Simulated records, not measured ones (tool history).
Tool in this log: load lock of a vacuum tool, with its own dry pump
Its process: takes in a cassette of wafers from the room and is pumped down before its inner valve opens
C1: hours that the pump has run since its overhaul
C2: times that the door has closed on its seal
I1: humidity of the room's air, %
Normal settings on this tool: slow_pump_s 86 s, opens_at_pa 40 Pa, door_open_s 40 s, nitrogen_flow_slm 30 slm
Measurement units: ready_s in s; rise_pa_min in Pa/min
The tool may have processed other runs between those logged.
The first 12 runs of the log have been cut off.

{"run": 13, "hour": 962.6, "slow_pump_s": 157, "opens_at_pa": 40, "door_open_s": 40, "nitrogen_flow_slm": 30, "C1": 6398, "C2": 2146, "I1": 42.4, "ready_s": 187.5, "rise_pa_min": 0.038}
{"run": 14, "hour": 1072.5, "slow_pump_s": 66, "opens_at_pa": 40, "door_open_s": 40, "nitrogen_flow_slm": 30, "C1": 6508, "C2": 2321, "I1": 45.1, "ready_s": 104.9, "rise_pa_min": 0.032}
{"run": 15, "hour": 1149.4, "slow_pump_s": 66, "opens_at_pa": 40, "door_open_s": 40, "nitrogen_flow_slm": 30, "C1": 6585, "C2": 2444, "I1": 45.2, "ready_s": 104.4, "rise_pa_min": 0.036}
{"run": 16, "hour": 1261.6, "slow_pump_s": 52, "opens_at_pa": 51, "door_open_s": 42, "nitrogen_flow_slm": 18, "C1": 6697, "C2": 2622, "I1": 43.9, "ready_s": 90.2, "rise_pa_min": 0.045}
{"run": 17, "hour": 1349.9, "slow_pump_s": 160, "opens_at_pa": 32, "door_open_s": 26, "nitrogen_flow_slm": 26, "C1": 6785, "C2": 2763, "I1": 42.9, "ready_s": 192.4, "rise_pa_min": 0.032}
{"run": 18, "hour": 1463.0, "slow_pump_s": 86, "opens_at_pa": 71, "door_open_s": 117, "nitrogen_flow_slm": 7, "C1": 6898, "C2": 2942, "I1": 45.3, "ready_s": 119.5, "rise_pa_min": 0.107}
{"run": 19, "hour": 1551.0, "slow_pump_s": 56, "opens_at_pa": 40, "door_open_s": 40, "nitrogen_flow_slm": 30, "C1": 6986, "C2": 3082, "I1": 45.8, "ready_s": 95.2, "rise_pa_min": 0.041}
{"run": 20, "hour": 1613.4, "slow_pump_s": 56, "opens_at_pa": 56, "door_open_s": 40, "nitrogen_flow_slm": 38, "C1": 7049, "C2": 3182, "I1": 45.9, "ready_s": 93.8, "rise_pa_min": 0.032}
{"run": 21, "hour": 1669.2, "slow_pump_s": 56, "opens_at_pa": 56, "door_open_s": 40, "nitrogen_flow_slm": 38, "C1": 7104, "C2": 3271, "I1": 44.2, "ready_s": 93.0, "rise_pa_min": 0.035}
{"run": 22, "hour": 1753.3, "slow_pump_s": 46, "opens_at_pa": 29, "door_open_s": 44, "nitrogen_flow_slm": 9, "C1": 7188, "C2": 3404, "I1": 45.5, "ready_s": 88.8, "rise_pa_min": 0.056}
{"run": 23, "hour": 1832.6, "slow_pump_s": 86, "opens_at_pa": 40, "door_open_s": 28, "nitrogen_flow_slm": 4, "C1": 7268, "C2": 3531, "I1": 43.5, "ready_s": 123.3, "rise_pa_min": 0.05}
{"run": 24, "hour": 1961.0, "slow_pump_s": 69, "opens_at_pa": 40, "door_open_s": 184, "nitrogen_flow_slm": 30, "C1": 7396, "C2": 3735, "I1": 45.5, "ready_s": 107.6, "rise_pa_min": 0.078}
{"run": 25, "hour": 2063.1, "slow_pump_s": 90, "opens_at_pa": 40, "door_open_s": 40, "nitrogen_flow_slm": 30, "C1": 7498, "C2": 3897, "I1": 45.1, "ready_s": 125.9, "rise_pa_min": 0.041}
{"run": 26, "hour": 2182.9, "slow_pump_s": 90, "opens_at_pa": 40, "door_open_s": 40, "nitrogen_flow_slm": 30, "C1": 7618, "C2": 4088, "I1": 44.6, "ready_s": 128.4, "rise_pa_min": 0.035}
{"run": 27, "hour": 2268.5, "slow_pump_s": 90, "opens_at_pa": 40, "door_open_s": 40, "nitrogen_flow_slm": 30, "C1": 7704, "C2": 4224, "I1": 47.7, "ready_s": 126.5, "rise_pa_min": 0.041}
{"run": 28, "hour": 2399.0, "slow_pump_s": 150, "opens_at_pa": 40, "door_open_s": 40, "nitrogen_flow_slm": 19, "C1": 7834, "C2": 4431, "I1": 45.4, "ready_s": 182.2, "rise_pa_min": 0.05}
{"run": 29, "hour": 2483.0, "slow_pump_s": 63, "opens_at_pa": 40, "door_open_s": 44, "nitrogen_flow_slm": 7, "C1": 7918, "C2": 4565, "I1": 44.3, "ready_s": 101.6, "rise_pa_min": 0.059}
{"run": 30, "hour": 2540.0, "slow_pump_s": 86, "opens_at_pa": 40, "door_open_s": 76, "nitrogen_flow_slm": 30, "C1": 7975, "C2": 4656, "I1": 45.3, "ready_s": 122.7, "rise_pa_min": 0.053}

5 options for the next run, each taken on its own from the tool as it stands now. Forecast them:
{"run": "A", "hour": 2634.2, "slow_pump_s": 78, "opens_at_pa": 65, "door_open_s": 95, "nitrogen_flow_slm": 30, "C1": 8069, "C2": 4806, "I1": 45.7, "ready_s": "?", "rise_pa_min": "?"}
{"run": "B", "hour": 2634.2, "slow_pump_s": 109, "opens_at_pa": 40, "door_open_s": 128, "nitrogen_flow_slm": 30, "C1": 8069, "C2": 4806, "I1": 44.9, "ready_s": "?", "rise_pa_min": "?"}
{"run": "C", "hour": 2634.2, "slow_pump_s": 168, "opens_at_pa": 40, "door_open_s": 78, "nitrogen_flow_slm": 30, "C1": 8069, "C2": 4806, "I1": 46.5, "ready_s": "?", "rise_pa_min": "?"}
{"run": "D", "hour": 2634.2, "slow_pump_s": 60, "opens_at_pa": 73, "door_open_s": 196, "nitrogen_flow_slm": 30, "C1": 8069, "C2": 4806, "I1": 42.6, "ready_s": "?", "rise_pa_min": "?"}
{"run": "E", "hour": 2634.2, "slow_pump_s": 73, "opens_at_pa": 40, "door_open_s": 76, "nitrogen_flow_slm": 9, "C1": 8069, "C2": 4806, "I1": 43.5, "ready_s": "?", "rise_pa_min": "?"}

run=A ready_s=113.4 rise_pa_min=0.059
run=B ready_s=143.3 rise_pa_min=0.062
run=C ready_s=200.5 rise_pa_min=0.055
run=D ready_s=94.4 rise_pa_min=0.079
run=E ready_s=111.5 rise_pa_min=0.073
The same runs, with their run-to-run variation unchanged, on a tool lacking any hidden condition would have given:
run=A ready_s=113.4 rise_pa_min=0.059
run=B ready_s=143.3 rise_pa_min=0.062
run=C ready_s=200.5 rise_pa_min=0.055
run=D ready_s=94.3 rise_pa_min=0.079
run=E ready_s=111.5 rise_pa_min=0.073
